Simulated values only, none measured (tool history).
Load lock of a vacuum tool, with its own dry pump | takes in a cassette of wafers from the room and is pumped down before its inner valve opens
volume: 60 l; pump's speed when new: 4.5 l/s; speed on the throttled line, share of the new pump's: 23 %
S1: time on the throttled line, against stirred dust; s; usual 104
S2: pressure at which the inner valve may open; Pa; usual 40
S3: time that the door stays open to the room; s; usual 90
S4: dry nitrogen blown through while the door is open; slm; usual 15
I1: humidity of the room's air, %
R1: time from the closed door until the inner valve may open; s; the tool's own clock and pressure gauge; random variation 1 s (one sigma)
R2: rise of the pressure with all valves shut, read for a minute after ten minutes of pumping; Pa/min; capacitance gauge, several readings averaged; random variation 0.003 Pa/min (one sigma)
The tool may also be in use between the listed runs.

| run | hour | S1 | S2 | S3 | S4 | I1 | R1 | R2 |
|---|---|---|---|---|---|---|---|---|
| 1 | 0 | 104 | 40 | 90 | 15 | 46.4 | 186.8 | 0.128 |
| 2 | 180 | 104 | 40 | 90 | 15 | 46.3 | 189.3 | 0.133 |
| 3 | 367.1 | 104 | 40 | 32 | 15 | 43.6 | 191 | 0.109 |
| 4 | 571.5 | 104 | 40 | 32 | 15 | 45.6 | 188.1 | 0.1 |
| 5 | 855.4 | 104 | 40 | 32 | 15 | 43.2 | 189.8 | 0.109 |
| 6 | 1103.3 | 104 | 40 | 32 | 15 | 43.9 | 188.3 | 0.114 |
| 7 | 1433.2 | 104 | 40 | 32 | 15 | 46.5 | 188.9 | 0.118 |
| 8 | 1611.4 | 104 | 40 | 90 | 15 | 45.5 | 189.8 | 0.154 |
| 9 | 1889.2 | 104 | 40 | 90 | 15 | 48.5 | 190.2 | 0.16 |
| 10 | 2091.2 | 104 | 40 | 90 | 15 | 44.3 | 190.8 | 0.152 |
| 11 | 2353.2 | 104 | 48 | 90 | 11 | 47.4 | 190 | 0.169 |
| 12 | 2549.8 | 84 | 49 | 31 | 5 | 46.9 | 172.7 | 0.142 |
| 13 | 2795.5 | 76 | 40 | 90 | 18 | 42.7 | 169.3 | 0.159 |
| 14 | 2994.1 | 76 | 29 | 90 | 18 | 45 | 175.8 | 0.164 |
| 15 | 3146.6 | 76 | 29 | 90 | 18 | 45.3 | 175.7 | 0.17 |
| 16 | 3423.1 | 76 | 29 | 90 | 18 | 44 | 177.3 | 0.165 |
| 17 | 3678.3 | 104 | 40 | 131 | 13 | 46.4 | 191.4 | 0.203 |
| 18 | 3931.6 | 104 | 40 | 45 | 12 | 47.4 | 193.6 | 0.164 |
| 19 | 4080.3 | 106 | 40 | 30 | 12 | 44 | 192.5 | 0.152 |
| 20 | 4352.9 | 106 | 40 | 30 | 12 | 42.9 | 194.2 | 0.167 |

Forecast each of these 5 alternatives for the next run:
| A | 4543.5 | 65 | 40 | 125 | 29 | 46.1 | ? | ? |
| B | 4543.5 | 104 | 40 | 90 | 6 | 44 | ? | ? |
| C | 4543.5 | 106 | 45 | 30 | 12 | 44 | ? | ? |
| D | 4543.5 | 93 | 40 | 197 | 11 | 45.2 | ? | ? |
| E | 4543.5 | 106 | 40 | 30 | 4 | 44.4 | ? | ? |

| run | R1 | R2 |
|---|---|---|
| A | 162.9 | 0.195 |
| B | 193.4 | 0.208 |
| C | 192.9 | 0.168 |
| D | 182.2 | 0.248 |
| E | 193 | 0.177 |
Without the tool's hidden state the same runs would have given:
| run | R1 | R2 |
|---|---|---|
| A | 154.7 | 0.054 |
| B | 185.9 | 0.067 |
| C | 185.6 | 0.026 |
| D | 174.7 | 0.108 |
| E | 185.6 | 0.034 |
